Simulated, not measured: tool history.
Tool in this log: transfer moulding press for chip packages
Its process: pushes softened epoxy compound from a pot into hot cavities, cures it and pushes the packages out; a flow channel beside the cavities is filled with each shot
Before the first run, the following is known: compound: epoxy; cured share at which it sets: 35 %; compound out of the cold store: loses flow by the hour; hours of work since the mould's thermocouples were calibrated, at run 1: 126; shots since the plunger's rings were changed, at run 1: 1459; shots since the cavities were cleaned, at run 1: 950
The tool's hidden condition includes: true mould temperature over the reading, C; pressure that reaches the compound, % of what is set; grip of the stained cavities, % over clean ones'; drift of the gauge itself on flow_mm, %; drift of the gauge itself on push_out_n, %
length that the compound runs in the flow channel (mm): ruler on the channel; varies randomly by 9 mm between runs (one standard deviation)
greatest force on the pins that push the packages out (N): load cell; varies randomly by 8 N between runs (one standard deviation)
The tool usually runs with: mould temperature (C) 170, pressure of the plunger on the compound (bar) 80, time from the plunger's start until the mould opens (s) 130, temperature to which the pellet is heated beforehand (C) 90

run    day  mould temperature (C)  pressure of the plunger on the compound (bar)  time from the plunger's start until the mould opens (s)  temperature to which the pellet is heated beforehand (C)  hours of work since the mould's thermocouples were calibrated  shots since the plunger's rings were changed  shots since the cavities were cleaned  incoming compound's hours out of the cold store  length that the compound runs in the flow channel (mm)  greatest force on the pins that push the packages out (N)
  1      0                    170                                             80                                                      130                                                        90                                                            126                                          1459                                    950                                             25.3                                                     949                                                        608
  2  0.367                    170                                             80                                                      130                                                        90                                                            131                                          1537                                   1028                                             18.6                                                     982                                                        626
  3  0.654                    170                                             80                                                      146                                                        90                                                            136                                          1598                                   1089                                               10                                                    1030                                                        583
  4  1.054                    170                                             80                                                      146                                                        90                                                            142                                          1683                                   1174                                             35.2                                                     881                                                        537
     1.204  -- cavities cleaned with cleaning compound and waxed
  5  1.304                    170                                             80                                                      146                                                        90                                                            144                                          1723                                     22                                             45.3                                                     829                                                        323
  6    1.6                    170                                             80                                                      146                                                        90                                                            149                                          1785                                     84                                             36.2                                                     881                                                        360
  7  1.908                    170                                             80                                                      146                                                        90                                                            153                                          1851                                    150                                             43.5                                                     837                                                        368
  8  2.142                    170                                             80                                                      146                                                        90                                                            157                                          1901                                    200                                             42.2                                                     841                                                        429
  9    2.4                    170                                             80                                                      146                                                        90                                                            161                                          1956                                    255                                             31.4                                                     902                                                        428
 10  2.654                    170                                             80                                                      146                                                        90                                                            164                                          2010                                    309                                               28                                                     931                                                        468
 11  2.933                    170                                             80                                                      146                                                        90                                                            169                                          2069                                    368                                             43.6                                                     827                                                        478
 12  3.275                    170                                             80                                                      146                                                        90                                                            174                                          2141                                    440                                             19.4                                                     975                                                        491
 13  3.538                    170                                             80                                                      146                                                        90                                                            178                                          2197                                    496                                             41.8                                                     840                                                        497
 14  3.904                    175                                             80                                                      130                                                        90                                                            183                                          2275                                    574                                             47.9                                                     788                                                        502
 15  4.188                    174                                           91.8                                                      135                                                        88                                                            187                                          2335                                    634                                             17.3                                                    1025                                                        522
 16  4.375                    170                                             80                                                      138                                                        96                                                            190                                          2375                                    674                                             38.3                                                     852                                                        551
 17  4.654                    170                                           93.1                                                      146                                                        82                                                            194                                          2434                                    733                                             44.9                                                     880                                                        522
 18    4.9                    170                                           93.1                                                      146                                                        82                                                            198                                          2486                                    785                                             14.5                                                    1053                                                        559
 19  5.254                    170                                           93.1                                                      146                                                        82                                                            203                                          2562                                    861                                             31.1                                                     947                                                        514
 20  5.558                    170                                           93.1                                                      146                                                        82                                                            208                                          2626                                    925                                             30.7                                                     958                                                        572
 21   5.95                    170                                           93.1                                                      146                                                        82                                                            213                                          2710                                   1009                                             41.1                                                     909                                                        559
 22  6.196                    170                                           93.1                                                      146                                                        82                                                            217                                          2762                                   1061                                             24.8                                                     996                                                        554
 23  6.579                    168                                           62.7                                                      130                                                        90                                                            223                                          2843                                   1142                                             44.5                                                     731                                                        642
     6.867  -- cavities cleaned with cleaning compound and waxed
 24  6.992                    170                                             80                                                      130                                                        97                                                            228                                          2918                                     26                                             44.4                                                     818                                                        351

Forecast run 25:
 25  7.233                    170                                             80                                                      130                                                        97                                                            232                                          2969                                     77                                             35.6                                                       ?                                                          ?

Run 25 measured length that the compound runs in the flow channel (mm) 875, greatest force on the pins that push the packages out (N) 377.
Were there no unlogged condition in the tool, this run, its random variation unchanged, would have produced length that the compound runs in the flow channel (mm) 934, greatest force on the pins that push the packages out (N) 324.

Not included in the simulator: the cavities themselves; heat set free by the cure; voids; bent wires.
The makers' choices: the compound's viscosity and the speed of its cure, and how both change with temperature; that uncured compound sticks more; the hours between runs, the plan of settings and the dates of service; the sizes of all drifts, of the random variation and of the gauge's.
